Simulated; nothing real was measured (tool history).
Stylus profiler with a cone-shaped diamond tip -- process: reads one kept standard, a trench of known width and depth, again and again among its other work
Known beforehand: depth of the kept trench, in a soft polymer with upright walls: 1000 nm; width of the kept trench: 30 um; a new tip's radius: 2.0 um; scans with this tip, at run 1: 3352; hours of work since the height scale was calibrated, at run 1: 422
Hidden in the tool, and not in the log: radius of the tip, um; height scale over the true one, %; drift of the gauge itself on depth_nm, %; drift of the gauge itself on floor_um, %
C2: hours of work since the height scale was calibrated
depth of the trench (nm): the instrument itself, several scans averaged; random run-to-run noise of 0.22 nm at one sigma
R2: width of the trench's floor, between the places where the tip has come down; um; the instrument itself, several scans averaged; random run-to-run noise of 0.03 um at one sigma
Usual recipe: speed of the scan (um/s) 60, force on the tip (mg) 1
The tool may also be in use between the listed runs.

Run 1, day 0: usual settings; scans with this tip 3352; C2 422. Result: depth of the trench (nm) 1007.43, R2 26.15 um.
Run 2, day 1.242: usual settings; scans with this tip 3476; C2 438. Result: depth of the trench (nm) 1007.48, R2 26.18 um.
Run 3, day 2.1: usual settings; scans with this tip 3562; C2 449. Result: depth of the trench (nm) 1007.9, R2 26.21 um.
Run 4, day 3.162: usual settings; scans with this tip 3668; C2 462. Result: depth of the trench (nm) 1007.6, R2 26.19 um.
Run 5, day 4.612: usual settings; scans with this tip 3813; C2 480. Result: depth of the trench (nm) 1007.57, R2 26.19 um.
Run 6, day 5.767: usual settings; scans with this tip 3928; C2 495. Result: depth of the trench (nm) 1007.81, R2 26.2 um.
Run 7, day 6.517: usual settings but speed of the scan (um/s) 46, force on the tip (mg) 0.36; scans with this tip 4003; C2 504. Result: depth of the trench (nm) 1003.75, R2 26.12 um.
Run 8, day 7.796: usual settings but speed of the scan (um/s) 24; scans with this tip 4131; C2 520. Result: depth of the trench (nm) 1007.46, R2 26.38 um.

Run 9 has not been measured yet. What should we expect?
Run 9, day 8.921: usual settings but force on the tip (mg) 1.09; scans with this tip 4243; C2 535. Result: depth of the trench (nm) ?, R2 ?.

Logged for run 9: depth of the trench (nm) 1007.75, R2 26.26 um.
The same run, on a tool lacking any hidden state, would have yielded depth of the trench (nm) 1007.77, R2 26.26 um.
